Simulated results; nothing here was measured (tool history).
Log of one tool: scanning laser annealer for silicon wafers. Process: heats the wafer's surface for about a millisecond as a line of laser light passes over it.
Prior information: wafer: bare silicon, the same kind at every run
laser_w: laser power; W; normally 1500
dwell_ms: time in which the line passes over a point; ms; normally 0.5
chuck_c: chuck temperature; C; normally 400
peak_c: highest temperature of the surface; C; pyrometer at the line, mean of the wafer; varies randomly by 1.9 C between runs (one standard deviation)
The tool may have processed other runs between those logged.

run	hour	laser_w	dwell_ms	chuck_c	peak_c
1	0	1500	0.5	400	1203
2	51.7	1629	0.5	400	1278
3	110.9	1500	0.363	400	1062
4	157.8	1500	0.5	400	1193
# hour 198.8: window over the wafer cleaned
5	209	1491	0.5	400	1223
6	242.4	1491	0.5	400	1217
7	290.2	1486	0.449	379	1143
8	314.7	1486	0.449	379	1142
9	340.7	1486	0.449	379	1141
10	390.2	1607	0.421	400	1198
11	431.7	1472	0.578	438	1305

Branching from run 11: 5 alternative next runs. What would each branch give?
A	463.6	1472	0.447	401	?
B	463.6	1500	0.361	400	?
C	463.6	1472	0.393	438	?
D	463.6	1500	0.439	400	?
E	463.6	1282	0.362	400	?

run	peak_c
A	1147
B	1072
C	1128
D	1151
E	962
Had the tool no hidden state, the same runs would have come out as:
run	peak_c
A	1164
B	1087
C	1144
D	1168
E	974
